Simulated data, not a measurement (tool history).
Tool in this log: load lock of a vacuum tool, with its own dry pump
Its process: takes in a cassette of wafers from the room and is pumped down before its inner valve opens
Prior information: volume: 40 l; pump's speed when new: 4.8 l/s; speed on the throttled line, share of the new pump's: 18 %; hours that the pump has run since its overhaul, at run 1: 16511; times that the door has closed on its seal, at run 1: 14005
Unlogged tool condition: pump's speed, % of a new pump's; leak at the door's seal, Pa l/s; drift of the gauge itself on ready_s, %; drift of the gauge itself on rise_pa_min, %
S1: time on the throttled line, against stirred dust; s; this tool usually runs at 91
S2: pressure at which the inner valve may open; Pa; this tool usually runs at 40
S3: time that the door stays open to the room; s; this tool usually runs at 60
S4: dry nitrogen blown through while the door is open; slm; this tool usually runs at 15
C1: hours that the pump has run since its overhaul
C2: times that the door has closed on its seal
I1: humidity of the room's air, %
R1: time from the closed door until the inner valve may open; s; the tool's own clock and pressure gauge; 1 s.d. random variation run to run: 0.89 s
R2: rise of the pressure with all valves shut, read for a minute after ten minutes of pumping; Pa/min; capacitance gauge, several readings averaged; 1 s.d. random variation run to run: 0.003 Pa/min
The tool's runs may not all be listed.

run,hour,S1,S2,S3,S4,C1,C2,I1,R1,R2
1,0.0,91,40,60,15,16511,14005,42.7,149.5,0.076
2,322.3,91,40,60,15,16833,14379,46.0,149.7,0.079
3,752.4,91,40,60,15,17263,14879,45.0,150.0,0.080
4,1070.2,91,40,60,15,17581,15248,46.8,148.1,0.085
5,1562.2,91,40,60,15,18073,15819,43.1,150.2,0.079
# hour 1746.1: dry pump taken out, an overhauled one fitted
6,1923.9,91,40,60,15,178,16233,47.4,139.9,0.086
7,2459.9,91,40,60,15,714,16855,45.3,140.9,0.088
8,2956.4,91,40,60,15,1210,17432,46.7,139.5,0.091
9,3441.8,91,40,60,15,1696,17996,47.8,140.1,0.091
10,4025.7,91,40,60,15,2280,18674,48.5,141.8,0.091
11,4568.7,91,40,60,9,2823,19305,48.0,140.7,0.108
12,4835.2,91,40,60,9,3089,19614,45.2,141.0,0.105
13,5315.3,119,29,85,20,3569,20172,42.3,170.5,0.097
14,5803.9,119,29,85,20,4058,20740,44.4,166.4,0.103
15,6147.3,119,29,85,20,4401,21139,44.7,169.7,0.106
16,6544.4,119,29,61,42,4798,21600,45.4,167.0,0.082
17,7134.3,105,29,60,42,5388,22285,44.6,156.4,0.080
18,7389.9,149,36,42,6,5644,22582,46.1,190.4,0.115
19,7819.2,91,28,60,7,6073,23081,44.2,147.1,0.114
20,8321.0,91,78,60,8,6575,23664,45.1,136.8,0.126
21,8660.4,49,39,197,9,6914,24058,47.6,109.7,0.182
22,9256.9,99,52,60,15,7511,24751,42.1,147.4,0.113

Difference, measured minus no-hidden-state, one row per run. Run-to-run variation is common to both terms; the gauge's own scatter need not be:
run,R1,R2
1,+8.9,+0.028
2,+9.1,+0.030
3,+9.3,+0.032
4,+9.4,+0.033
5,+9.9,+0.035
6,+0.0,+0.036
7,+0.2,+0.038
8,+0.4,+0.040
9,+0.6,+0.041
10,+1.0,+0.043
11,+1.2,+0.046
12,+1.4,+0.047
13,+1.5,+0.049
14,+1.7,+0.052
15,+1.9,+0.053
16,+2.0,+0.054
17,+2.6,+0.057
18,+2.2,+0.059
19,+3.1,+0.061
20,+2.8,+0.062
21,+4.0,+0.065
22,+3.4,+0.068
